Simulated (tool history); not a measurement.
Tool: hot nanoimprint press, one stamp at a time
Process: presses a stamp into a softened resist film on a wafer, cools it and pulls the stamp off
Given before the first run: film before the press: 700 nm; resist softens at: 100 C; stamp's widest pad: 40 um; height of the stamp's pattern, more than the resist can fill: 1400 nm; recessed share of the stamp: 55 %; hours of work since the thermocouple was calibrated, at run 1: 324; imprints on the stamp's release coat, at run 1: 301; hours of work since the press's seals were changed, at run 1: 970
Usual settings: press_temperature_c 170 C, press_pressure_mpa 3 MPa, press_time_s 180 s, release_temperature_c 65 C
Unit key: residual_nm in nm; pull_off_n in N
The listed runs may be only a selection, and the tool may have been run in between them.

run	hour	press_temperature_c	press_pressure_mpa	press_time_s	release_temperature_c	hours of work since the thermocouple was calibrated	imprints on the stamp's release coat	hours of work since the press's seals were changed	residual_nm	pull_off_n
1	0	170	3	180	65	324	301	970	271.2	94
# hour 8: plate thermocouple calibrated
2	47.2	170	2.87	180	65	24	447	996	274.5	95
# hour 95.6: stamp cleaned and given a new release coat
3	104	170	2.87	180	65	55	28	1027	271.4	93
# hour 119.2: plate thermocouple calibrated, once more
4	154.1	170	2.87	157	65	21	183	1056	305.2	96
5	195.6	170	2.87	157	65	47	320	1081	304.1	99
# hour 211.8: press's hydraulic seals changed and the load cell set to zero
6	238.6	170	2.87	157	54	68	435	16	292.1	125
7	279.7	170	2.87	157	54	93	571	41	290.1	124
# hour 289.9: stamp cleaned and given a new release coat
8	336.8	170	2.87	157	60	124	154	72	291.6	104
9	370.7	170	2.87	157	60	145	266	93	291.4	107
10	427.7	170	2.87	157	60	179	454	128	289	107
# hour 477.2: stamp cleaned and given a new release coat
11	485.8	170	2.87	157	60	211	28	160	287.1	100
12	545.1	170	2.87	157	60	247	224	196	289.5	105
13	602.4	170	3	180	65	282	413	231	263.7	99
# hour 662: stamp cleaned and given a new release coat
14	667.7	170	3	180	69	318	19	267	266.5	85
# hour 685.6: plate thermocouple calibrated
15	713.8	170	3	180	69	17	161	293	277.8	88
16	768.7	170	3	180	69	51	343	326	279.3	88
17	826.8	180	3.19	168	60	86	534	362	186.2	111
# hour 852.2: stamp cleaned and given a new release coat
18	887.7	170	3	355	65	119	117	395	217.2	92
19	941.5	170	4.48	355	59	152	295	428	172.4	109
20	976.7	169	4.48	355	62	174	411	449	178.6	104
# hour 1034.8: stamp cleaned and given a new release coat
21	1034.8	174	3.82	224	65	205	0	481	188.7	93
22	1083.4	174	3.82	224	65	235	160	511	188.7	92
23	1144	170	2.28	180	65	272	360	548	316.7	96
24	1196.2	170	2.19	281	65	304	532	579	272.7	100
# hour 1219.4: stamp cleaned and given a new release coat
25	1237.8	170	1.89	180	66	325	61	601	342.3	89
# hour 1247.9: plate thermocouple calibrated
26	1276.8	170	1.89	180	66	18	179	623	350.3	93
27	1310.4	163	1.87	180	65	38	290	644	450.1	97
28	1337.6	163	1.87	269	67	55	380	660	402.9	96
29	1378.5	163	1.87	269	68	80	515	685	403	93

Each row is a separate what-if for the run after 29, all from the same tool condition, not one after another. Results?
# hour 1405.7: stamp cleaned and given a new release coat
A	1441.5	171	2.52	302	68	114	118	720	?	?
# hour 1405.7: stamp cleaned and given a new release coat
B	1441.5	163	1.87	132	68	114	118	720	?	?
# hour 1405.7: stamp cleaned and given a new release coat
C	1441.5	170	2.16	180	65	114	118	720	?	?

run	residual_nm	pull_off_n
A	239.5	87
B	488.3	91
C	325.6	97
What these runs would have given with no unlogged condition in the tool:
run	residual_nm	pull_off_n
A	238.9	87
B	489.8	90
C	325.8	97
